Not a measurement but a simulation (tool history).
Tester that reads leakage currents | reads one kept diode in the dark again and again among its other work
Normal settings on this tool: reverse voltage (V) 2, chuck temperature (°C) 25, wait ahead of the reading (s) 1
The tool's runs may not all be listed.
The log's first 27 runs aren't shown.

| run | hour | reverse voltage (V) | chuck temperature (°C) | wait ahead of the reading (s) | current that the tester gives (pA) |
|---|---|---|---|---|---|
| 28 | 709.2 | 3.39 | 33 | 0.75 | 256.44 |
| 29 | 743.6 | 1.32 | 25 | 0.48 | 92.63 |
| 30 | 759.8 | 2 | 29 | 1 | 150.51 |
| 31 | 777.2 | 1.15 | 25 | 3.15 | 87.91 |
| 32 | 813.3 | 7.02 | 25 | 0.7 | 175.27 |
| 33 | 850.7 | 7.02 | 25 | 0.7 | 175.65 |
| 34 | 879.7 | 2 | 32 | 8.09 | 191.55 |
| 35 | 907.3 | 2 | 32 | 8.09 | 191.53 |

Predict the results of run 36:
| 36 | 944.2 | 17.99 | 22 | 8.09 | ? |

{"run 36": {"current that the tester gives (pA)": 195.7}}
Had the tool carried no hidden state, the very same run would have given current that the tester gives (pA) 197.85.
